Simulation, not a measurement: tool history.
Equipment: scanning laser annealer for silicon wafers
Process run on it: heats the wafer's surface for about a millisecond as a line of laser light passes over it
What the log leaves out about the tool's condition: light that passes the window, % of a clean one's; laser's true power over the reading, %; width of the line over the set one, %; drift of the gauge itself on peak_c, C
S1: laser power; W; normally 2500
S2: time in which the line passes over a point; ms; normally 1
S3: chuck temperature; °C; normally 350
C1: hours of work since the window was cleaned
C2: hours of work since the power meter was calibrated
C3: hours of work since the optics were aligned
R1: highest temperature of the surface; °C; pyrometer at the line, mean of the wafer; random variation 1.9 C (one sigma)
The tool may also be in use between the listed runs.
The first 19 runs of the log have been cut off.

run   hour    S1    S2   S3   C1   C2   C3    R1
 20  170.3  2500  0.88  350  517  310  880  1077
 21  176.8  2500  0.88  350  521  315  885  1079
 22  186.5  2500  1.15  350  528  322  891  1171
 23  194.8  2500  1.15  350  534  328  897  1168
 24    201  2500  1.15  350  538  332  902  1173
 25  210.2  2500  1.15  350  545  338  908  1172
 26  221.4  2500  1.15  350  553  346  916  1172
 27  232.6  2243  1.01  350  561  354  924  1042
 28  242.6  2735  0.74  374  568  361  931  1110
 29  250.9  2735  0.74  374  574  367  937  1109
 30  262.2  2735  0.74  374  582  375  945  1111
     275.2  -- optics aligned, line set to its width
 31  275.2  2382     1  371  587  381    0  1109
 32  285.3  2382  1.02  371  594  388    7  1116
 33  290.7  2566  0.81  349  598  392   11  1071
 34    302  2566  0.81  349  606  400   19  1073
 35    313  2271     1  350  614  407   27  1054
 36    321  2154  1.08  326  620  413   32  1019
 37  328.8  2534  0.88  363  625  418   38  1105
 38  334.3  2534  0.88  363  629  422   42  1105
 39  341.8  2534  0.88  353  634  428   47  1094
 40    353  2534  0.88  353  642  436   55  1092
 41  359.2  2338   0.9  380  646  440   59  1074

What if the next run were any one of these 4? Each begins from the tool's condition after run 41:
  A  366.5  2633  1.02  326  652  445  64   ?
  B  366.5  2556     1  350  652  445  64   ?
  C  366.5  2684  1.04  365  652  445  64   ?
  D  366.5  2643   0.9  387  652  445  64   ?

run    R1
  A  1150
  B  1143
  C  1211
  D  1167
Stripped of hidden state, with their random variation kept, the same runs would have yielded:
run    R1
  A  1173
  B  1165
  C  1234
  D  1188
